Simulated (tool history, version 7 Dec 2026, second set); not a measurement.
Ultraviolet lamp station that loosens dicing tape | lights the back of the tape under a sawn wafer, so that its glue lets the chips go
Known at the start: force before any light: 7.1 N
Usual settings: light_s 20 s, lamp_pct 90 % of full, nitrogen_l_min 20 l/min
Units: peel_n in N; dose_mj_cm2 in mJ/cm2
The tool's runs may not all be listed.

{"run": 1, "hour": 0.0, "light_s": 20, "lamp_pct": 90, "nitrogen_l_min": 20, "peel_n": 0.159, "dose_mj_cm2": 460}
{"run": 2, "hour": 24.3, "light_s": 20, "lamp_pct": 90, "nitrogen_l_min": 20, "peel_n": 0.169, "dose_mj_cm2": 456}
{"run": 3, "hour": 49.8, "light_s": 20, "lamp_pct": 90, "nitrogen_l_min": 8, "peel_n": 0.452, "dose_mj_cm2": 450}
{"run": 4, "hour": 74.9, "light_s": 20, "lamp_pct": 89, "nitrogen_l_min": 8, "peel_n": 0.478, "dose_mj_cm2": 448}
{"run": 5, "hour": 104.5, "light_s": 20, "lamp_pct": 90, "nitrogen_l_min": 20, "peel_n": 0.172, "dose_mj_cm2": 447}
{"run": 6, "hour": 142.3, "light_s": 20, "lamp_pct": 90, "nitrogen_l_min": 20, "peel_n": 0.178, "dose_mj_cm2": 447}
{"run": 7, "hour": 195.1, "light_s": 20, "lamp_pct": 90, "nitrogen_l_min": 20, "peel_n": 0.195, "dose_mj_cm2": 439}
{"run": 8, "hour": 245.4, "light_s": 20, "lamp_pct": 90, "nitrogen_l_min": 20, "peel_n": 0.19, "dose_mj_cm2": 432}
{"run": 9, "hour": 267.3, "light_s": 35, "lamp_pct": 90, "nitrogen_l_min": 20, "peel_n": 0.077, "dose_mj_cm2": 751}
{"hour": 277.5, "done": "window cleaned of glue's vapour"}
{"run": 10, "hour": 315.1, "light_s": 35, "lamp_pct": 90, "nitrogen_l_min": 20, "peel_n": 0.076, "dose_mj_cm2": 837}
{"run": 11, "hour": 356.2, "light_s": 35, "lamp_pct": 90, "nitrogen_l_min": 20, "peel_n": 0.078, "dose_mj_cm2": 840}
{"run": 12, "hour": 385.6, "light_s": 35, "lamp_pct": 90, "nitrogen_l_min": 20, "peel_n": 0.077, "dose_mj_cm2": 831}
{"run": 13, "hour": 413.4, "light_s": 31, "lamp_pct": 66, "nitrogen_l_min": 7, "peel_n": 0.337, "dose_mj_cm2": 543}
{"run": 14, "hour": 438.5, "light_s": 20, "lamp_pct": 87, "nitrogen_l_min": 9, "peel_n": 0.39, "dose_mj_cm2": 451}
{"run": 15, "hour": 486.9, "light_s": 23, "lamp_pct": 72, "nitrogen_l_min": 12, "peel_n": 0.334, "dose_mj_cm2": 427}

5 ways to go on from here, each from the tool as it stands after run 15. What would each give?
{"run": "A", "hour": 511.8, "light_s": 29, "lamp_pct": 72, "nitrogen_l_min": 33, "peel_n": "?", "dose_mj_cm2": "?"}
{"run": "B", "hour": 511.8, "light_s": 30, "lamp_pct": 79, "nitrogen_l_min": 20, "peel_n": "?", "dose_mj_cm2": "?"}
{"run": "C", "hour": 511.8, "light_s": 10, "lamp_pct": 72, "nitrogen_l_min": 12, "peel_n": "?", "dose_mj_cm2": "?"}
{"run": "D", "hour": 511.8, "light_s": 14, "lamp_pct": 62, "nitrogen_l_min": 30, "peel_n": "?", "dose_mj_cm2": "?"}
{"run": "E", "hour": 511.8, "light_s": 17, "lamp_pct": 80, "nitrogen_l_min": 30, "peel_n": "?", "dose_mj_cm2": "?"}

run=A peel_n=0.087 dose_mj_cm2=530
run=B peel_n=0.105 dose_mj_cm2=611
run=C peel_n=1.716 dose_mj_cm2=186
run=D peel_n=0.661 dose_mj_cm2=224
run=E peel_n=0.216 dose_mj_cm2=351
Without the tool's hidden state the same runs would have given:
run=A peel_n=0.079 dose_mj_cm2=602
run=B peel_n=0.092 dose_mj_cm2=693
run=C peel_n=1.427 dose_mj_cm2=211
run=D peel_n=0.495 dose_mj_cm2=254
run=E peel_n=0.156 dose_mj_cm2=399

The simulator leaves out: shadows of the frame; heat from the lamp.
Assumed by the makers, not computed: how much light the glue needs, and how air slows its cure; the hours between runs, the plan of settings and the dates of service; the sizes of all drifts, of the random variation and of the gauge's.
